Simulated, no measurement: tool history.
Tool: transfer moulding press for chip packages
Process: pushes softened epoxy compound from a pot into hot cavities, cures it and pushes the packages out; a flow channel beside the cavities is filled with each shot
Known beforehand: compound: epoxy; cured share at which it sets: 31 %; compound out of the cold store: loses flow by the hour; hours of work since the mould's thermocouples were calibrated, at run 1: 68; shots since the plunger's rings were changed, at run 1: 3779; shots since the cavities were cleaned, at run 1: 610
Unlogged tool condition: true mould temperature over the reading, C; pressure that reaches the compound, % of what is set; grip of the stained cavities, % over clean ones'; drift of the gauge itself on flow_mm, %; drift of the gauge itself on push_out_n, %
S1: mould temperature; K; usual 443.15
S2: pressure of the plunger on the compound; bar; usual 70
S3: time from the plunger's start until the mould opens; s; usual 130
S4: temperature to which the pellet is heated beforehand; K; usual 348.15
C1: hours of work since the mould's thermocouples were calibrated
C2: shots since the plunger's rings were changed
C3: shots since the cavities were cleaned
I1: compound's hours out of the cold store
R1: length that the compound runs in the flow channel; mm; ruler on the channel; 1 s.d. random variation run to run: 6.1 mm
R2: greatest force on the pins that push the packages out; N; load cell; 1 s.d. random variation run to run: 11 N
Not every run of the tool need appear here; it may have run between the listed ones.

{"run": 1, "day": 0.0, "S1": 443.15, "S2": 70, "S3": 130, "S4": 348.15, "C1": 68, "C2": 3779, "C3": 610, "I1": 47.3, "R1": 721, "R2": 998}
{"day": 1.283, "done": "cavities cleaned with cleaning compound and waxed"}
{"run": 2, "day": 1.338, "S1": 443.15, "S2": 70, "S3": 130, "S4": 348.15, "C1": 82, "C2": 3984, "C3": 9, "I1": 17.4, "R1": 853, "R2": 520}
{"run": 3, "day": 2.712, "S1": 443.15, "S2": 70, "S3": 130, "S4": 348.15, "C1": 97, "C2": 4204, "C3": 229, "I1": 11, "R1": 882, "R2": 786}
{"run": 4, "day": 3.925, "S1": 443.15, "S2": 70, "S3": 130, "S4": 348.15, "C1": 110, "C2": 4398, "C3": 423, "I1": 47.3, "R1": 700, "R2": 888}
{"run": 5, "day": 5.267, "S1": 443.15, "S2": 70, "S3": 130, "S4": 348.15, "C1": 125, "C2": 4613, "C3": 638, "I1": 19.4, "R1": 816, "R2": 1035}
{"day": 6.4, "done": "cavities cleaned with cleaning compound and waxed"}
{"run": 6, "day": 6.429, "S1": 443.15, "S2": 82.3, "S3": 130, "S4": 348.15, "C1": 137, "C2": 4790, "C3": 4, "I1": 26.3, "R1": 851, "R2": 480}
{"day": 6.917, "done": "plunger's sealing rings changed"}
{"run": 7, "day": 7.738, "S1": 443.15, "S2": 70, "S3": 116, "S4": 348.15, "C1": 150, "C2": 132, "C3": 197, "I1": 35.1, "R1": 827, "R2": 853}
{"run": 8, "day": 8.317, "S1": 443.15, "S2": 70, "S3": 116, "S4": 348.15, "C1": 156, "C2": 225, "C3": 290, "I1": 8.4, "R1": 967, "R2": 1004}
{"run": 9, "day": 9.025, "S1": 448.15, "S2": 69.1, "S3": 115, "S4": 355.15, "C1": 164, "C2": 339, "C3": 404, "I1": 28.9, "R1": 825, "R2": 819}
{"run": 10, "day": 9.612, "S1": 437.15, "S2": 61.9, "S3": 121, "S4": 348.15, "C1": 170, "C2": 432, "C3": 497, "I1": 9.9, "R1": 928, "R2": 1594}
{"run": 11, "day": 10.75, "S1": 437.15, "S2": 61.9, "S3": 121, "S4": 348.15, "C1": 183, "C2": 615, "C3": 680, "I1": 42.4, "R1": 766, "R2": 1533}
{"run": 12, "day": 11.496, "S1": 438.15, "S2": 76.8, "S3": 122, "S4": 356.15, "C1": 191, "C2": 735, "C3": 800, "I1": 26.5, "R1": 920, "R2": 1532}

5 options for the next run, each taken on its own from the tool as it stands now. Forecast them:
{"day": 11.617, "done": "cavities cleaned with cleaning compound and waxed"}
{"run": "A", "day": 12.871, "S1": 438.15, "S2": 60.2, "S3": 122, "S4": 356.15, "C1": 205, "C2": 945, "C3": 201, "I1": 32.1, "R1": "?", "R2": "?"}
{"day": 11.617, "done": "cavities cleaned with cleaning compound and waxed"}
{"run": "B", "day": 12.871, "S1": 446.15, "S2": 76.1, "S3": 130, "S4": 348.15, "C1": 205, "C2": 945, "C3": 201, "I1": 43.3, "R1": "?", "R2": "?"}
{"day": 11.617, "done": "cavities cleaned with cleaning compound and waxed"}
{"run": "C", "day": 12.871, "S1": 443.15, "S2": 72.8, "S3": 166, "S4": 348.15, "C1": 205, "C2": 945, "C3": 201, "I1": 37.8, "R1": "?", "R2": "?"}
{"day": 11.617, "done": "cavities cleaned with cleaning compound and waxed"}
{"run": "D", "day": 12.871, "S1": 448.15, "S2": 55.6, "S3": 122, "S4": 356.15, "C1": 205, "C2": 945, "C3": 201, "I1": 20.7, "R1": "?", "R2": "?"}
{"day": 11.617, "done": "cavities cleaned with cleaning compound and waxed"}
{"run": "E", "day": 12.871, "S1": 446.15, "S2": 76.8, "S3": 122, "S4": 356.15, "C1": 205, "C2": 945, "C3": 201, "I1": 29, "R1": "?", "R2": "?"}

run=A R1=794 R2=1042
run=B R1=797 R2=660
run=C R1=821 R2=619
run=D R1=763 R2=696
run=E R1=866 R2=679
With the hidden condition removed and each run's random variation left untouched, the same runs would have given:
run=A R1=813 R2=730
run=B R1=816 R2=446
run=C R1=840 R2=414
run=D R1=781 R2=469
run=E R1=886 R2=462
